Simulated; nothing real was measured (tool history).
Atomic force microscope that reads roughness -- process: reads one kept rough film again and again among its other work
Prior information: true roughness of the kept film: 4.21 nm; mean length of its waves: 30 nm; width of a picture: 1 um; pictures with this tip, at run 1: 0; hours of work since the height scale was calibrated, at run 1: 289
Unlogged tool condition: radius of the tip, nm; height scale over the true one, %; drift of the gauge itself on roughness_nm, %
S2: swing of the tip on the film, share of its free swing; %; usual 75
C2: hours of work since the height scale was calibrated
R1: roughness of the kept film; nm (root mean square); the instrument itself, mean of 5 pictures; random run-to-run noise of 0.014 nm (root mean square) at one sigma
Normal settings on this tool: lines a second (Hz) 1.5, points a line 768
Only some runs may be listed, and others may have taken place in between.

run 1 day=0 | lines_a_second_(Hz)=1.5 S2=75 points_a_line=768 | pictures_with_this_tip=0 C2=289 | R1=3.313
run 2 day=2.883 | lines_a_second_(Hz)=1.5 S2=75 points_a_line=768 | pictures_with_this_tip=108 C2=329 | R1=2.983
-- day=5.175 new tip fitted
run 3 day=6.129 | lines_a_second_(Hz)=1.5 S2=75 points_a_line=768 | pictures_with_this_tip=36 C2=374 | R1=3.129
run 4 day=8.888 | lines_a_second_(Hz)=1.5 S2=75 points_a_line=768 | pictures_with_this_tip=140 C2=413 | R1=2.868
-- day=10.517 new tip fitted
run 5 day=11.662 | lines_a_second_(Hz)=0.73 S2=75 points_a_line=768 | pictures_with_this_tip=43 C2=452 | R1=3.4
run 6 day=13.196 | lines_a_second_(Hz)=1.5 S2=75 points_a_line=768 | pictures_with_this_tip=100 C2=473 | R1=3.032
-- day=15.775 new tip fitted
run 7 day=16.771 | lines_a_second_(Hz)=1.5 S2=75 points_a_line=337 | pictures_with_this_tip=37 C2=523 | R1=3.184
run 8 day=18.604 | lines_a_second_(Hz)=1.5 S2=75 points_a_line=563 | pictures_with_this_tip=106 C2=549 | R1=3.002
run 9 day=20.592 | lines_a_second_(Hz)=1.5 S2=80 points_a_line=768 | pictures_with_this_tip=181 C2=577 | R1=2.709
-- day=20.925 new tip fitted
run 10 day=22.896 | lines_a_second_(Hz)=1.5 S2=80 points_a_line=768 | pictures_with_this_tip=74 C2=609 | R1=2.961
run 11 day=25.746 | lines_a_second_(Hz)=1.5 S2=75 points_a_line=723 | pictures_with_this_tip=181 C2=649 | R1=2.81
-- day=26.138 new tip fitted
run 12 day=28.162 | lines_a_second_(Hz)=1.5 S2=55 points_a_line=768 | pictures_with_this_tip=76 C2=682 | R1=3.365
-- day=31.217 new tip fitted
run 13 day=31.562 | lines_a_second_(Hz)=1.5 S2=55 points_a_line=768 | pictures_with_this_tip=13 C2=730 | R1=3.567
run 14 day=33.942 | lines_a_second_(Hz)=1.5 S2=75 points_a_line=768 | pictures_with_this_tip=103 C2=763 | R1=2.991
-- day=36.429 new tip fitted
run 15 day=37.004 | lines_a_second_(Hz)=1.5 S2=75 points_a_line=768 | pictures_with_this_tip=22 C2=806 | R1=3.214
run 16 day=39.5 | lines_a_second_(Hz)=1.5 S2=75 points_a_line=768 | pictures_with_this_tip=116 C2=841 | R1=2.933
-- day=41.558 new tip fitted
run 17 day=41.712 | lines_a_second_(Hz)=1.5 S2=75 points_a_line=768 | pictures_with_this_tip=5 C2=871 | R1=3.299
run 18 day=43.354 | lines_a_second_(Hz)=3.95 S2=65 points_a_line=382 | pictures_with_this_tip=67 C2=894 | R1=2.937
run 19 day=45.692 | lines_a_second_(Hz)=0.57 S2=88 points_a_line=748 | pictures_with_this_tip=155 C2=927 | R1=2.966
-- day=46.692 new tip fitted
run 20 day=48.517 | lines_a_second_(Hz)=3.27 S2=63 points_a_line=412 | pictures_with_this_tip=68 C2=967 | R1=3.069
run 21 day=51.058 | lines_a_second_(Hz)=0.92 S2=77 points_a_line=275 | pictures_with_this_tip=164 C2=1002 | R1=2.961
-- day=51.929 new tip fitted
run 22 day=53.638 | lines_a_second_(Hz)=0.87 S2=82 points_a_line=370 | pictures_with_this_tip=64 C2=1038 | R1=3.201
-- day=57 new tip fitted
run 23 day=57 | lines_a_second_(Hz)=0.87 S2=82 points_a_line=370 | pictures_with_this_tip=0 C2=1085 | R1=3.41
run 24 day=58.738 | lines_a_second_(Hz)=0.87 S2=82 points_a_line=370 | pictures_with_this_tip=65 C2=1109 | R1=3.188
-- day=62.067 new tip fitted
run 25 day=62.067 | lines_a_second_(Hz)=1.45 S2=57 points_a_line=512 | pictures_with_this_tip=0 C2=1156 | R1=3.627
run 26 day=63.592 | lines_a_second_(Hz)=1.5 S2=65 points_a_line=768 | pictures_with_this_tip=57 C2=1177 | R1=3.32
run 27 day=65.708 | lines_a_second_(Hz)=0.6 S2=87 points_a_line=356 | pictures_with_this_tip=137 C2=1207 | R1=3.035
-- day=67.154 new tip fitted
run 28 day=68.946 | lines_a_second_(Hz)=1.5 S2=75 points_a_line=654 | pictures_with_this_tip=68 C2=1252 | R1=3.131

5 options for the next run, each taken on its own from the tool as it stands now. Forecast them:
-- day=72.229 new tip fitted
run A day=72.492 | lines_a_second_(Hz)=2.32 S2=72 points_a_line=588 | pictures_with_this_tip=9 C2=1301 | R1=?
-- day=72.229 new tip fitted
run B day=72.492 | lines_a_second_(Hz)=0.59 S2=75 points_a_line=654 | pictures_with_this_tip=9 C2=1301 | R1=?
-- day=72.229 new tip fitted
run C day=72.492 | lines_a_second_(Hz)=1.5 S2=75 points_a_line=302 | pictures_with_this_tip=9 C2=1301 | R1=?
-- day=72.229 new tip fitted
run D day=72.492 | lines_a_second_(Hz)=1.5 S2=75 points_a_line=653 | pictures_with_this_tip=9 C2=1301 | R1=?
-- day=72.229 new tip fitted
run E day=72.492 | lines_a_second_(Hz)=1.5 S2=72 points_a_line=594 | pictures_with_this_tip=9 C2=1301 | R1=?

run=A R1=3.202
run=B R1=3.546
run=C R1=3.301
run=D R1=3.31
run=E R1=3.375
The same runs, with their run-to-run variation unchanged, on a tool lacking any hidden condition would have given:
run=A R1=3.183
run=B R1=3.525
run=C R1=3.282
run=D R1=3.291
run=E R1=3.356
